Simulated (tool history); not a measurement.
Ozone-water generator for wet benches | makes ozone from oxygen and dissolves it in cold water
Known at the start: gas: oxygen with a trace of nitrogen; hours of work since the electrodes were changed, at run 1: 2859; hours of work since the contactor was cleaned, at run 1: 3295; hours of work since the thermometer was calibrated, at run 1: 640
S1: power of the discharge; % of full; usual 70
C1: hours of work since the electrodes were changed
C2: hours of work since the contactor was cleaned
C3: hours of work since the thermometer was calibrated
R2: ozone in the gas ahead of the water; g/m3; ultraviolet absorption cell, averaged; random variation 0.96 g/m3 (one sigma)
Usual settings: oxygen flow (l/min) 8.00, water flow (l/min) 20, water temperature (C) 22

run 1 hour=0.0 | S1=70 oxygen_flow_(l/min)=8.00 water_flow_(l/min)=20 water_temperature_(C)=22 | C1=2859 C2=3295 C3=640 | dissolved_ozone_(ppm)=22.8 R2=164.1
run 2 hour=107.8 | S1=70 oxygen_flow_(l/min)=8.00 water_flow_(l/min)=20 water_temperature_(C)=22 | C1=2956 C2=3392 C3=738 | dissolved_ozone_(ppm)=22.9 R2=161.1
run 3 hour=162.1 | S1=70 oxygen_flow_(l/min)=8.00 water_flow_(l/min)=20 water_temperature_(C)=22 | C1=3006 C2=3442 C3=787 | dissolved_ozone_(ppm)=22.8 R2=163.9
run 4 hour=282.8 | S1=70 oxygen_flow_(l/min)=8.00 water_flow_(l/min)=20 water_temperature_(C)=22 | C1=3115 C2=3551 C3=896 | dissolved_ozone_(ppm)=23.1 R2=164.6
run 5 hour=406.4 | S1=70 oxygen_flow_(l/min)=8.00 water_flow_(l/min)=20 water_temperature_(C)=22 | C1=3227 C2=3663 C3=1009 | dissolved_ozone_(ppm)=22.8 R2=163.7
run 6 hour=521.6 | S1=70 oxygen_flow_(l/min)=8.00 water_flow_(l/min)=20 water_temperature_(C)=22 | C1=3332 C2=3768 C3=1113 | dissolved_ozone_(ppm)=23.1 R2=164.5
run 7 hour=614.6 | S1=70 oxygen_flow_(l/min)=8.00 water_flow_(l/min)=20 water_temperature_(C)=22 | C1=3416 C2=3852 C3=1197 | dissolved_ozone_(ppm)=22.9 R2=163.6
run 8 hour=719.9 | S1=70 oxygen_flow_(l/min)=7.86 water_flow_(l/min)=20 water_temperature_(C)=22 | C1=3512 C2=3948 C3=1293 | dissolved_ozone_(ppm)=23.0 R2=168.1
run 9 hour=772.2 | S1=70 oxygen_flow_(l/min)=7.86 water_flow_(l/min)=20 water_temperature_(C)=22 | C1=3559 C2=3995 C3=1340 | dissolved_ozone_(ppm)=23.1 R2=168.0
run 10 hour=864.1 | S1=70 oxygen_flow_(l/min)=8.00 water_flow_(l/min)=20 water_temperature_(C)=17 | C1=3642 C2=4079 C3=1424 | dissolved_ozone_(ppm)=25.1 R2=167.2
run 11 hour=954.2 | S1=70 oxygen_flow_(l/min)=8.00 water_flow_(l/min)=20 water_temperature_(C)=17 | C1=3724 C2=4160 C3=1505 | dissolved_ozone_(ppm)=25.2 R2=165.7
run 12 hour=1074.4 | S1=46 oxygen_flow_(l/min)=8.00 water_flow_(l/min)=20 water_temperature_(C)=22 | C1=3833 C2=4269 C3=1615 | dissolved_ozone_(ppm)=15.7 R2=114.7
-- hour=1143.5 gauge calibrated
run 13 hour=1143.5 | S1=46 oxygen_flow_(l/min)=8.00 water_flow_(l/min)=20 water_temperature_(C)=22 | C1=3896 C2=4332 C3=1677 | dissolved_ozone_(ppm)=15.9 R2=110.9
run 14 hour=1200.7 | S1=46 oxygen_flow_(l/min)=8.00 water_flow_(l/min)=20 water_temperature_(C)=22 | C1=3948 C2=4384 C3=1729 | dissolved_ozone_(ppm)=15.9 R2=113.4
run 15 hour=1257.6 | S1=46 oxygen_flow_(l/min)=8.00 water_flow_(l/min)=20 water_temperature_(C)=22 | C1=3999 C2=4435 C3=1781 | dissolved_ozone_(ppm)=15.7 R2=113.5
run 16 hour=1335.1 | S1=70 oxygen_flow_(l/min)=8.00 water_flow_(l/min)=15 water_temperature_(C)=22 | C1=4070 C2=4506 C3=1851 | dissolved_ozone_(ppm)=26.3 R2=163.8
run 17 hour=1410.6 | S1=70 oxygen_flow_(l/min)=8.00 water_flow_(l/min)=15 water_temperature_(C)=22 | C1=4138 C2=4574 C3=1920 | dissolved_ozone_(ppm)=26.8 R2=163.9
run 18 hour=1473.0 | S1=70 oxygen_flow_(l/min)=8.89 water_flow_(l/min)=17 water_temperature_(C)=24 | C1=4195 C2=4631 C3=1976 | dissolved_ozone_(ppm)=23.2 R2=153.2
run 19 hour=1585.6 | S1=89 oxygen_flow_(l/min)=6.87 water_flow_(l/min)=17 water_temperature_(C)=24 | C1=4297 C2=4733 C3=2078 | dissolved_ozone_(ppm)=30.4 R2=225.6
run 20 hour=1648.9 | S1=89 oxygen_flow_(l/min)=6.87 water_flow_(l/min)=17 water_temperature_(C)=24 | C1=4354 C2=4790 C3=2136 | dissolved_ozone_(ppm)=30.8 R2=224.3
run 21 hour=1703.0 | S1=70 oxygen_flow_(l/min)=13.92 water_flow_(l/min)=18 water_temperature_(C)=22 | C1=4403 C2=4839 C3=2185 | dissolved_ozone_(ppm)=20.1 R2=113.8
run 22 hour=1812.1 | S1=70 oxygen_flow_(l/min)=6.44 water_flow_(l/min)=20 water_temperature_(C)=22 | C1=4502 C2=4938 C3=2284 | dissolved_ozone_(ppm)=23.9 R2=192.6
-- hour=1866.3 contactor cleaned
run 23 hour=1937.0 | S1=70 oxygen_flow_(l/min)=8.00 water_flow_(l/min)=20 water_temperature_(C)=19 | C1=4612 C2=64 C3=2393 | dissolved_ozone_(ppm)=24.2 R2=164.9
run 24 hour=2063.6 | S1=70 oxygen_flow_(l/min)=8.00 water_flow_(l/min)=20 water_temperature_(C)=19 | C1=4727 C2=179 C3=2508 | dissolved_ozone_(ppm)=24.3 R2=166.5
run 25 hour=2136.7 | S1=70 oxygen_flow_(l/min)=8.00 water_flow_(l/min)=20 water_temperature_(C)=19 | C1=4793 C2=245 C3=2574 | dissolved_ozone_(ppm)=24.3 R2=167.7
run 26 hour=2236.3 | S1=67 oxygen_flow_(l/min)=5.27 water_flow_(l/min)=20 water_temperature_(C)=18 | C1=4883 C2=336 C3=2665 | dissolved_ozone_(ppm)=25.4 R2=212.1
run 27 hour=2363.2 | S1=72 oxygen_flow_(l/min)=8.00 water_flow_(l/min)=14 water_temperature_(C)=22 | C1=4999 C2=451 C3=2780 | dissolved_ozone_(ppm)=27.8 R2=172.6
run 28 hour=2481.5 | S1=53 oxygen_flow_(l/min)=8.00 water_flow_(l/min)=20 water_temperature_(C)=24 | C1=5106 C2=558 C3=2887 | dissolved_ozone_(ppm)=17.2 R2=132.4
run 29 hour=2535.5 | S1=70 oxygen_flow_(l/min)=8.00 water_flow_(l/min)=23 water_temperature_(C)=22 | C1=5155 C2=607 C3=2936 | dissolved_ozone_(ppm)=21.1 R2=169.5
run 30 hour=2604.4 | S1=70 oxygen_flow_(l/min)=8.00 water_flow_(l/min)=23 water_temperature_(C)=22 | C1=5217 C2=669 C3=2999 | dissolved_ozone_(ppm)=20.9 R2=168.2
run 31 hour=2695.0 | S1=70 oxygen_flow_(l/min)=8.00 water_flow_(l/min)=23 water_temperature_(C)=22 | C1=5300 C2=752 C3=3081 | dissolved_ozone_(ppm)=21.1 R2=169.7
run 32 hour=2792.8 | S1=70 oxygen_flow_(l/min)=8.00 water_flow_(l/min)=17 water_temperature_(C)=22 | C1=5388 C2=840 C3=3170 | dissolved_ozone_(ppm)=25.0 R2=167.7

3 ways to go on from here, each from the tool as it stands after run 32. What would each give?
run A hour=2913.8 | S1=57 oxygen_flow_(l/min)=8.00 water_flow_(l/min)=25 water_temperature_(C)=22 | C1=5498 C2=950 C3=3279 | dissolved_ozone_(ppm)=? R2=?
run B hour=2913.8 | S1=70 oxygen_flow_(l/min)=9.18 water_flow_(l/min)=20 water_temperature_(C)=22 | C1=5498 C2=950 C3=3279 | dissolved_ozone_(ppm)=? R2=?
run C hour=2913.8 | S1=65 oxygen_flow_(l/min)=8.00 water_flow_(l/min)=14 water_temperature_(C)=22 | C1=5498 C2=950 C3=3279 | dissolved_ozone_(ppm)=? R2=?

run=A dissolved_ozone_(ppm)=16.6 R2=141.1
run=B dissolved_ozone_(ppm)=21.9 R2=155.9
run=C dissolved_ozone_(ppm)=25.8 R2=159.4
Without the tool's hidden state the same runs would have given:
run=A dissolved_ozone_(ppm)=16.6 R2=135.0
run=B dissolved_ozone_(ppm)=21.9 R2=149.2
run=C dissolved_ozone_(ppm)=25.8 R2=152.6
